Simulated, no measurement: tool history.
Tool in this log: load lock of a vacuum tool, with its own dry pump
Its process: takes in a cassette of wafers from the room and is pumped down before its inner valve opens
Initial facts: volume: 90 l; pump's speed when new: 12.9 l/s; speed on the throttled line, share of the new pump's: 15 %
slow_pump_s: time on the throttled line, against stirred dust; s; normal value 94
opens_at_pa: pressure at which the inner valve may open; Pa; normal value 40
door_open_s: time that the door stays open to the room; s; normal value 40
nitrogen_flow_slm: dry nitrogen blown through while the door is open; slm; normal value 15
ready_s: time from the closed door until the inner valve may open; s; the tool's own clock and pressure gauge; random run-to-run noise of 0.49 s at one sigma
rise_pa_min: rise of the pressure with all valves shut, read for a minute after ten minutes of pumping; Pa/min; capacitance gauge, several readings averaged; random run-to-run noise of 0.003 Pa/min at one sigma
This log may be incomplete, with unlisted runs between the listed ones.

| run | hour | slow_pump_s | opens_at_pa | door_open_s | nitrogen_flow_slm | incoming humidity of the room's air, % | ready_s | rise_pa_min |
|---|---|---|---|---|---|---|---|---|
| 1 | 0.0 | 94 | 40 | 40 | 15 | 40.4 | 134.7 | 0.047 |
| 2 | 487.0 | 94 | 40 | 40 | 15 | 43.6 | 135.5 | 0.053 |
| 3 | 799.3 | 94 | 40 | 40 | 15 | 44.0 | 135.4 | 0.057 |
| 4 | 1309.8 | 94 | 40 | 40 | 22 | 43.0 | 135.7 | 0.059 |
| 5 | 1831.4 | 94 | 40 | 40 | 22 | 45.9 | 135.6 | 0.067 |
| 6 | 2289.5 | 94 | 40 | 178 | 15 | 41.6 | 135.9 | 0.091 |
| 7 | 2686.8 | 69 | 40 | 40 | 15 | 43.1 | 114.5 | 0.076 |
| 8 | 3119.1 | 94 | 40 | 40 | 15 | 42.5 | 135.7 | 0.085 |
| 9 | 3500.3 | 94 | 40 | 40 | 21 | 46.8 | 135.7 | 0.089 |
| 10 | 3762.2 | 94 | 40 | 40 | 15 | 46.9 | 136.4 | 0.092 |
| 11 | 4062.8 | 94 | 40 | 40 | 15 | 41.9 | 136.0 | 0.093 |
| 12 | 4592.9 | 100 | 40 | 40 | 15 | 42.4 | 140.3 | 0.103 |

Run 13 has not been measured yet. What should we expect?
| 13 | 4975.9 | 182 | 40 | 40 | 11 | 42.6 | ? | ? |

Run 13 gave ready_s 209.7 s, rise_pa_min 0.110 Pa/min.
With the hidden condition absent and the run-to-run variation left alone, this run would have shown ready_s 208.4 s, rise_pa_min 0.024 Pa/min.
